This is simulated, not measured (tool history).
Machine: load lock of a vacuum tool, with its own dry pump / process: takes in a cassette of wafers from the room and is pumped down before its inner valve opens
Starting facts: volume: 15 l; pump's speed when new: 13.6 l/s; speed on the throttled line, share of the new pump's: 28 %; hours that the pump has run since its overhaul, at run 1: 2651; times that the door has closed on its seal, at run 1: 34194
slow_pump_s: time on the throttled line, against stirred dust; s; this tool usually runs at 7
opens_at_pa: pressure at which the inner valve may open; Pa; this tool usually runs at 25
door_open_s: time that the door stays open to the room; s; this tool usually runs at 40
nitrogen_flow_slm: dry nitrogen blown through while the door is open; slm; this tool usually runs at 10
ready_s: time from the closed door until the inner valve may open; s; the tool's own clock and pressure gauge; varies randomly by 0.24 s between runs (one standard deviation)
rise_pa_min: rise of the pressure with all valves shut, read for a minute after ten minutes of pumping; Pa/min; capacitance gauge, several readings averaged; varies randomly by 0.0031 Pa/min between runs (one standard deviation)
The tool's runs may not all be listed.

| run | hour | slow_pump_s | opens_at_pa | door_open_s | nitrogen_flow_slm | hours that the pump has run since its overhaul | times that the door has closed on its seal | incoming humidity of the room's air, % | ready_s | rise_pa_min |
|---|---|---|---|---|---|---|---|---|---|---|
| 1 | 0.0 | 7 | 25 | 40 | 10 | 2651 | 34194 | 45.7 | 14.8 | 0.196 |
| 2 | 75.5 | 7 | 25 | 40 | 10 | 2726 | 34427 | 42.8 | 14.4 | 0.194 |
| 3 | 131.2 | 7 | 23 | 40 | 10 | 2782 | 34599 | 46.8 | 14.0 | 0.194 |
|  | 194.8 | door's seal changed, seat wiped |
| 4 | 222.9 | 7 | 23 | 40 | 10 | 2872 | 87 | 43.1 | 14.4 | 0.047 |
| 5 | 322.8 | 7 | 23 | 40 | 10 | 2972 | 396 | 47.0 | 14.7 | 0.055 |
| 6 | 423.1 | 7 | 25 | 46 | 31 | 3072 | 706 | 47.2 | 14.6 | 0.040 |
| 7 | 488.6 | 5 | 26 | 40 | 5 | 3138 | 908 | 42.0 | 12.9 | 0.065 |
| 8 | 561.9 | 4 | 26 | 40 | 6 | 3211 | 1135 | 44.1 | 12.4 | 0.066 |
| 9 | 612.5 | 4 | 26 | 40 | 6 | 3262 | 1291 | 45.6 | 12.1 | 0.067 |
| 10 | 688.2 | 4 | 45 | 40 | 6 | 3338 | 1525 | 43.2 | 12.1 | 0.064 |

How the hidden state differs across the entries between the runs, from the last listed run before each to the first after it:
From run 3 to run 4: door's seal changed, seat wiped (hour 194.8)
  pump's speed, % of a new pump's: 96.6 -> 96.5; leak at the door's seal, Pa l/s: 0.0388 -> 0.0019
  the result without the hidden state subtracted from the measured one, ready_s: +0.3 -> +0.2 s; rise_pa_min: +0.146 -> +0.000 Pa/min

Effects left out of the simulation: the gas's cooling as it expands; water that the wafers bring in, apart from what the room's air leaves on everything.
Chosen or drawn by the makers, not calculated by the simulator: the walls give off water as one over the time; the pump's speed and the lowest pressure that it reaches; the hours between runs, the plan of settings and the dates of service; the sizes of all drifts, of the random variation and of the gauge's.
